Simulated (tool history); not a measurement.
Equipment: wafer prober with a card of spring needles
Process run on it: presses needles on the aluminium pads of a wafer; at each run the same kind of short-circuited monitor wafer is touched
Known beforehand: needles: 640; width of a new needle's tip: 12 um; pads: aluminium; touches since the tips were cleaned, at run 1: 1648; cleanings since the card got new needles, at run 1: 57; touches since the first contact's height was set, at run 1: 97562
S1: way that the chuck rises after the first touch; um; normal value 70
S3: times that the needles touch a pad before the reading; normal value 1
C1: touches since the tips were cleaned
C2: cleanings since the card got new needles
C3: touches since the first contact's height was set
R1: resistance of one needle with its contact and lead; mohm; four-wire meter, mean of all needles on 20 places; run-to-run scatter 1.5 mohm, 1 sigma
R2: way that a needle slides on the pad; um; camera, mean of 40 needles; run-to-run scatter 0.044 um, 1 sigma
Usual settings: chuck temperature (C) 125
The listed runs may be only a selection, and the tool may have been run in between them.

{"run": 1, "day": 0.0, "S1": 70, "chuck temperature (C)": 125, "S3": 1, "C1": 1648, "C2": 57, "C3": 97562, "R1": 210, "R2": 18.36}
{"day": 0.642, "done": "tips cleaned on abrasive film"}
{"day": 1.708, "done": "tips cleaned on abrasive film"}
{"day": 2.721, "done": "tips cleaned on abrasive film"}
{"run": 2, "day": 3.262, "S1": 70, "chuck temperature (C)": 125, "S3": 1, "C1": 3660, "C2": 60, "C3": 119475, "R1": 253, "R2": 18.35}
{"day": 3.692, "done": "tips cleaned on abrasive film"}
{"day": 4.696, "done": "tips cleaned on abrasive film"}
{"day": 5.712, "done": "tips cleaned on abrasive film"}
{"run": 3, "day": 6.1, "S1": 70, "chuck temperature (C)": 125, "S3": 1, "C1": 2601, "C2": 63, "C3": 138511, "R1": 242, "R2": 18.23}
{"day": 6.742, "done": "tips cleaned on abrasive film"}
{"day": 7.779, "done": "tips cleaned on abrasive film"}
{"day": 7.792, "done": "height of the first contact set anew"}
{"run": 4, "day": 8.133, "S1": 70, "chuck temperature (C)": 125, "S3": 1, "C1": 2307, "C2": 65, "C3": 2307, "R1": 235, "R2": 17.95}
{"day": 8.671, "done": "tips cleaned on abrasive film"}
{"day": 9.721, "done": "tips cleaned on abrasive film"}
{"day": 10.738, "done": "tips cleaned on abrasive film"}
{"run": 5, "day": 11.383, "S1": 70, "chuck temperature (C)": 31, "S3": 1, "C1": 4362, "C2": 68, "C3": 24140, "R1": 279, "R2": 17.91}
{"day": 11.6, "done": "tips cleaned on abrasive film"}
{"day": 12.6, "done": "tips cleaned on abrasive film"}
{"day": 13.6, "done": "tips cleaned on abrasive film"}
{"run": 6, "day": 14.233, "S1": 70, "chuck temperature (C)": 125, "S3": 1, "C1": 4251, "C2": 71, "C3": 43261, "R1": 268, "R2": 17.86}
{"day": 14.646, "done": "tips cleaned on abrasive film"}
{"day": 15.633, "done": "tips cleaned on abrasive film"}
{"day": 16.671, "done": "tips cleaned on abrasive film"}
{"day": 17.604, "done": "tips cleaned on abrasive film"}
{"run": 7, "day": 17.604, "S1": 70, "chuck temperature (C)": 125, "S3": 1, "C1": 0, "C2": 75, "C3": 65890, "R1": 162, "R2": 17.77}
{"day": 18.629, "done": "tips cleaned on abrasive film"}
{"day": 19.696, "done": "tips cleaned on abrasive film"}
{"day": 20.675, "done": "tips cleaned on abrasive film"}
{"run": 8, "day": 21.008, "S1": 70, "chuck temperature (C)": 125, "S3": 1, "C1": 2251, "C2": 78, "C3": 88737, "R1": 238, "R2": 17.66}
{"day": 21.612, "done": "tips cleaned on abrasive film"}
{"day": 22.65, "done": "tips cleaned on abrasive film"}
{"day": 23.675, "done": "tips cleaned on abrasive film"}
{"run": 9, "day": 23.688, "S1": 71, "chuck temperature (C)": 125, "S3": 1, "C1": 88, "C2": 81, "C3": 106716, "R1": 160, "R2": 17.8}
{"day": 24.7, "done": "tips cleaned on abrasive film"}
{"day": 25.733, "done": "tips cleaned on abrasive film"}
{"run": 10, "day": 25.808, "S1": 54, "chuck temperature (C)": 125, "S3": 1, "C1": 510, "C2": 83, "C3": 120961, "R1": 213, "R2": 13.12}
{"day": 26.662, "done": "tips cleaned on abrasive film"}
{"day": 27.254, "done": "height of the first contact set anew, once more"}
{"day": 27.683, "done": "tips cleaned on abrasive film"}
{"day": 28.692, "done": "tips cleaned on abrasive film"}
{"run": 11, "day": 29.088, "S1": 68, "chuck temperature (C)": 125, "S3": 1, "C1": 2683, "C2": 86, "C3": 12316, "R1": 240, "R2": 18.24}
{"day": 29.675, "done": "tips cleaned on abrasive film"}
{"day": 30.712, "done": "tips cleaned on abrasive film"}
{"run": 12, "day": 31.471, "S1": 68, "chuck temperature (C)": 125, "S3": 1, "C1": 5112, "C2": 88, "C3": 28308, "R1": 298, "R2": 18.08}
{"day": 31.688, "done": "tips cleaned on abrasive film"}
{"day": 32.725, "done": "tips cleaned on abrasive film"}
{"day": 33.738, "done": "tips cleaned on abrasive film"}
{"day": 34.754, "done": "tips cleaned on abrasive film"}
{"run": 13, "day": 35.183, "S1": 68, "chuck temperature (C)": 125, "S3": 1, "C1": 2877, "C2": 92, "C3": 53232, "R1": 268, "R2": 18.01}
{"day": 35.788, "done": "tips cleaned on abrasive film"}
{"day": 36.854, "done": "tips cleaned on abrasive film"}
{"day": 37.846, "done": "tips cleaned on abrasive film"}
{"run": 14, "day": 38.204, "S1": 68, "chuck temperature (C)": 125, "S3": 1, "C1": 2425, "C2": 95, "C3": 73510, "R1": 244, "R2": 17.94}
{"day": 38.846, "done": "tips cleaned on abrasive film"}
{"day": 39.912, "done": "tips cleaned on abrasive film"}
{"day": 40.888, "done": "tips cleaned on abrasive film"}
{"run": 15, "day": 40.921, "S1": 72, "chuck temperature (C)": 28, "S3": 3, "C1": 221, "C2": 98, "C3": 91733, "R1": 140, "R2": 18.94}
{"day": 41.867, "done": "tips cleaned on abrasive film"}
{"day": 42.721, "done": "tips cleaned on abrasive film"}
{"day": 43.654, "done": "tips cleaned on abrasive film"}
{"run": 16, "day": 44.492, "S1": 61, "chuck temperature (C)": 34, "S3": 3, "C1": 5656, "C2": 101, "C3": 115736, "R1": 219, "R2": 15.87}
{"day": 44.658, "done": "tips cleaned on abrasive film"}
{"day": 45.721, "done": "tips cleaned on abrasive film"}
{"day": 46.788, "done": "tips cleaned on abrasive film"}
{"day": 47.771, "done": "tips cleaned on abrasive film"}
{"run": 17, "day": 47.946, "S1": 71, "chuck temperature (C)": 108, "S3": 2, "C1": 1178, "C2": 105, "C3": 138892, "R1": 180, "R2": 18.5}
{"day": 48.796, "done": "tips cleaned on abrasive film"}
{"day": 49.433, "done": "height of the first contact set anew"}
{"run": 18, "day": 49.633, "S1": 71, "chuck temperature (C)": 108, "S3": 2, "C1": 5545, "C2": 106, "C3": 1353, "R1": 238, "R2": 18.96}
{"day": 49.85, "done": "tips cleaned on abrasive film"}
{"day": 50.704, "done": "tips cleaned on abrasive film"}
{"day": 51.767, "done": "tips cleaned on abrasive film"}
{"run": 19, "day": 52.312, "S1": 71, "chuck temperature (C)": 108, "S3": 2, "C1": 3663, "C2": 109, "C3": 19324, "R1": 210, "R2": 18.96}
{"day": 52.729, "done": "tips cleaned on abrasive film"}
{"day": 53.746, "done": "tips cleaned on abrasive film"}
{"run": 20, "day": 54.571, "S1": 53, "chuck temperature (C)": 111, "S3": 1, "C1": 5581, "C2": 111, "C3": 34510, "R1": 413, "R2": 14.03}
{"day": 54.792, "done": "tips cleaned on abrasive film"}
{"day": 55.792, "done": "tips cleaned on abrasive film"}
{"day": 56.85, "done": "tips cleaned on abrasive film"}
{"day": 57.817, "done": "tips cleaned on abrasive film"}
{"run": 21, "day": 57.817, "S1": 70, "chuck temperature (C)": 125, "S3": 2, "C1": 0, "C2": 115, "C3": 56264, "R1": 156, "R2": 18.53}
{"day": 58.725, "done": "tips cleaned on abrasive film"}
{"day": 59.729, "done": "tips cleaned on abrasive film"}
{"run": 22, "day": 60.192, "S1": 69, "chuck temperature (C)": 86, "S3": 1, "C1": 3130, "C2": 117, "C3": 72221, "R1": 268, "R2": 18.22}
{"day": 60.583, "done": "tips cleaned on abrasive film"}
{"day": 61.617, "done": "tips cleaned on abrasive film"}
{"run": 23, "day": 61.962, "S1": 70, "chuck temperature (C)": 122, "S3": 2, "C1": 2337, "C2": 119, "C3": 84105, "R1": 210, "R2": 18.38}

Each row is a separate what-if for the run after 23, all from the same tool condition, not one after another. Results?
{"day": 62.567, "done": "tips cleaned on abrasive film"}
{"day": 63.417, "done": "tips cleaned on abrasive film"}
{"run": "A", "day": 64.021, "S1": 53, "chuck temperature (C)": 52, "S3": 2, "C1": 4070, "C2": 121, "C3": 97933, "R1": "?", "R2": "?"}
{"day": 62.567, "done": "tips cleaned on abrasive film"}
{"day": 63.417, "done": "tips cleaned on abrasive film"}
{"run": "B", "day": 64.021, "S1": 70, "chuck temperature (C)": 57, "S3": 2, "C1": 4070, "C2": 121, "C3": 97933, "R1": "?", "R2": "?"}
{"day": 62.567, "done": "tips cleaned on abrasive film"}
{"day": 63.417, "done": "tips cleaned on abrasive film"}
{"run": "C", "day": 64.021, "S1": 72, "chuck temperature (C)": 25, "S3": 1, "C1": 4070, "C2": 121, "C3": 97933, "R1": "?", "R2": "?"}
{"day": 62.567, "done": "tips cleaned on abrasive film"}
{"day": 63.417, "done": "tips cleaned on abrasive film"}
{"run": "D", "day": 64.021, "S1": 70, "chuck temperature (C)": 59, "S3": 2, "C1": 4070, "C2": 121, "C3": 97933, "R1": "?", "R2": "?"}
{"day": 62.567, "done": "tips cleaned on abrasive film"}
{"day": 63.417, "done": "tips cleaned on abrasive film"}
{"run": "E", "day": 64.021, "S1": 70, "chuck temperature (C)": 66, "S3": 2, "C1": 4070, "C2": 121, "C3": 97933, "R1": "?", "R2": "?"}

run=A R1=299 R2=13.86
run=B R1=228 R2=18.42
run=C R1=280 R2=18.84
run=D R1=230 R2=18.33
run=E R1=224 R2=18.35
What these runs would have given with no unlogged condition in the tool:
run=A R1=137 R2=14.28
run=B R1=132 R2=18.84
run=C R1=126 R2=19.25
run=D R1=134 R2=18.75
run=E R1=130 R2=18.77

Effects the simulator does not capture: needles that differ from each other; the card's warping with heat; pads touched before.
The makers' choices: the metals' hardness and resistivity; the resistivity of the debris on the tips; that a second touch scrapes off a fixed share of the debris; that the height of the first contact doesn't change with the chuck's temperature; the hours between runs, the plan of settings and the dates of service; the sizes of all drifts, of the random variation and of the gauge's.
